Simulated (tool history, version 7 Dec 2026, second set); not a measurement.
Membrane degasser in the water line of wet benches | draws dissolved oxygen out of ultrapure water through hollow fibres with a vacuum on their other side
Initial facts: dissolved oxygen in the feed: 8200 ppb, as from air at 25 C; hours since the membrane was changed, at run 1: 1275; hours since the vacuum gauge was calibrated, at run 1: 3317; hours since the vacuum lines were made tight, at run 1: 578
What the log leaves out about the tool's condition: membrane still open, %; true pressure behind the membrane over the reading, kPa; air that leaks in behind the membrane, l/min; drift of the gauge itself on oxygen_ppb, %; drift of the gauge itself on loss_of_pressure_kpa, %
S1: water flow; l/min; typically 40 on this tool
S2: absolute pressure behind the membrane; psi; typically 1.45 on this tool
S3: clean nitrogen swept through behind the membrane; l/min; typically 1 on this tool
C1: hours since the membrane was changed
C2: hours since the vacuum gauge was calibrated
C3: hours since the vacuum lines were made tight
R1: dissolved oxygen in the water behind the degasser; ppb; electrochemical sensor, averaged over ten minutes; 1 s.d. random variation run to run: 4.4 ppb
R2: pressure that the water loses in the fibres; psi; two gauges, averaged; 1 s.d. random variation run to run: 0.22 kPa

Run 1, hour 0: usual settings; C1 1275; C2 3317; C3 578. Result: R1 666.7 ppb, R2 7.68 psi.
Run 2, hour 34.3: usual settings; C1 1310; C2 3351; C3 613. Result: R1 676.3 ppb, R2 7.778 psi.
Run 3, hour 82.5: usual settings; C1 1358; C2 3400; C3 661. Result: R1 668.2 ppb, R2 7.723 psi.
Run 4, hour 145.8: usual settings but S1 51 l/min; C1 1421; C2 3463; C3 724. Result: R1 845.5 ppb, R2 9.845 psi.
Run 5, hour 186.2: usual settings but S1 51 l/min; C1 1461; C2 3503; C3 764. Result: R1 848.3 ppb, R2 9.85 psi.
Run 6, hour 218.2: usual settings but S2 1.51 psi; C1 1494; C2 3535; C3 796. Result: R1 702.6 ppb, R2 7.709 psi.
Run 7, hour 275.3: usual settings but S2 1.51 psi; C1 1551; C2 3592; C3 854. Result: R1 702.8 ppb, R2 7.688 psi.
Run 8, hour 323.1: usual settings but S2 1.51 psi; C1 1598; C2 3640; C3 901. Result: R1 711.2 ppb, R2 7.719 psi.
Run 9, hour 353.7: usual settings; C1 1629; C2 3671; C3 932. Result: R1 665.7 ppb, R2 7.731 psi.
Run 10, hour 400.8: usual settings but S1 53 l/min; C1 1676; C2 3718; C3 979. Result: R1 874.8 ppb, R2 10.237 psi.
Run 11, hour 433.5: usual settings; C1 1709; C2 3751; C3 1012. Result: R1 673.5 ppb, R2 7.678 psi.
Run 12, hour 466.3: usual settings; C1 1742; C2 3783; C3 1045. Result: R1 672.9 ppb, R2 7.793 psi.
Run 13, hour 512.7: usual settings but S2 2.05 psi; C1 1788; C2 3830; C3 1091. Result: R1 947.2 ppb, R2 7.726 psi.
Run 14, hour 580.5: usual settings but S2 2.05 psi; C1 1856; C2 3898; C3 1159. Result: R1 945.1 ppb, R2 7.675 psi.
Run 15, hour 639.9: usual settings but S2 1.42 psi; C1 1915; C2 3957; C3 1218. Result: R1 652.8 ppb, R2 7.674 psi.
Run 16, hour 689.1: usual settings but S2 1.42 psi; C1 1964; C2 4006; C3 1267. Result: R1 657.3 ppb, R2 7.733 psi.
Run 17, hour 724.7: usual settings but S1 27 l/min, S2 1.46 psi, S3 2.98 l/min; C1 2000; C2 4042; C3 1303. Result: R1 220 ppb, R2 5.279 psi.
Run 18, hour 773.1: usual settings but S1 50 l/min, S2 1.46 psi, S3 0.81 l/min; C1 2048; C2 4090; C3 1351. Result: R1 927.1 ppb, R2 9.683 psi.
Run 19, hour 817.7: usual settings but S1 29 l/min, S2 1.19 psi, S3 1.06 l/min; C1 2093; C2 4135; C3 1396. Result: R1 366 ppb, R2 5.603 psi.
Run 20, hour 884.7: usual settings but S1 61 l/min, S3 0.51 l/min; C1 2160; C2 4202; C3 1463. Result: R1 1349.1 ppb, R2 11.761 psi.
Run 21, hour 938.4: usual settings but S1 37 l/min, S2 0.9 psi, S3 0.78 l/min; C1 2214; C2 4255; C3 1517. Result: R1 405.6 ppb, R2 7.2 psi.
Run 22, hour 1009.2: usual settings but S1 44 l/min, S2 2.34 psi, S3 0.78 l/min; C1 2285; C2 4326; C3 1588. Result: R1 1344.9 ppb, R2 8.457 psi.
Run 23, hour 1078.1: usual settings but S1 44 l/min, S2 2.34 psi, S3 0.78 l/min; C1 2353; C2 4395; C3 1656. Result: R1 1369.5 ppb, R2 8.509 psi.
Run 24, hour 1114.9: usual settings but S1 34 l/min, S2 2.94 psi; C1 2390; C2 4432; C3 1693. Result: R1 1170.5 ppb, R2 6.604 psi.

Estimate the outcome of run 25 from the log above:
Run 25, hour 1190: usual settings but S1 32 l/min, S2 2.23 psi; C1 2465; C2 4507; C3 1768. Result: R1 ?, R2 ?.

{"run 25": {"R1": 838.9, "R2": 6.25}}
With the hidden condition absent and the run-to-run variation left alone, this run would have shown R1 837.9 ppb, R2 6.247 psi.

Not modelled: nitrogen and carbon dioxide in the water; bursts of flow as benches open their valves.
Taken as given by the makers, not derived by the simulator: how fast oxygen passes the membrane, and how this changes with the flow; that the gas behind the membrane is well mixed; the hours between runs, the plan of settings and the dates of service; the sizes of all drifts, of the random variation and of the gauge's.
